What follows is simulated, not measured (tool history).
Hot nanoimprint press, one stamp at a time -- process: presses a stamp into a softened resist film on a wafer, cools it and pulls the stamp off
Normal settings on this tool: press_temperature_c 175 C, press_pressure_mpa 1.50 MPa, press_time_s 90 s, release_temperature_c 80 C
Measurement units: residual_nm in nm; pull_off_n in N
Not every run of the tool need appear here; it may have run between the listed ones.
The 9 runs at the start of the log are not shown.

run	day	press_temperature_c	press_pressure_mpa	press_time_s	release_temperature_c	hours of work since the thermocouple was calibrated	imprints on the stamp's release coat	hours of work since the press's seals were changed	residual_nm	pull_off_n
10	7.571	175	1.50	90	80	410	1743	185	328.5	110
11	8.067	175	1.50	90	85	416	1766	191	330.3	110
12	9.150	175	1.50	90	85	428	1816	203	328.7	108
13	9.842	175	1.50	140	80	435	1848	210	281.1	110
14	10.546	175	1.50	140	80	443	1880	218	285.0	113
15	11.067	175	1.44	90	80	449	1904	223	342.9	113
16	12.242	177	1.15	104	76	461	1959	236	333.4	115
17	12.983	177	1.15	104	76	469	1993	244	336.2	118
# day 13.338: stamp cleaned and given a new release coat
# day 13.717: plate thermocouple calibrated
18	13.983	177	1.15	104	76	3	24	251	310.4	100
19	14.925	175	2.38	76	82	13	67	261	259.3	95
20	16.108	173	1.50	90	80	26	122	274	339.0	98
21	17.196	173	0.98	90	66	38	172	286	409.5	109
22	18.308	175	1.50	74	80	50	223	298	333.4	97
23	18.808	175	1.22	45	80	55	246	303	426.3	99
24	19.675	170	1.15	90	75	65	286	313	427.1	104
25	20.600	170	0.96	157	66	75	329	323	398.5	107
26	21.783	176	1.14	142	80	88	384	336	295.4	101
27	22.412	176	1.14	142	84	95	413	343	295.9	97
28	23.596	176	1.36	167	73	107	468	356	256.0	110

Estimate the outcome of run 29 from the log above:
29	24.167	176	1.23	167	84	114	494	362	?	?

residual_nm: 267.8 nm
pull_off_n: 96 N
With no hidden state in the tool, this same run would have given residual_nm 255.2 nm, pull_off_n 91 N.
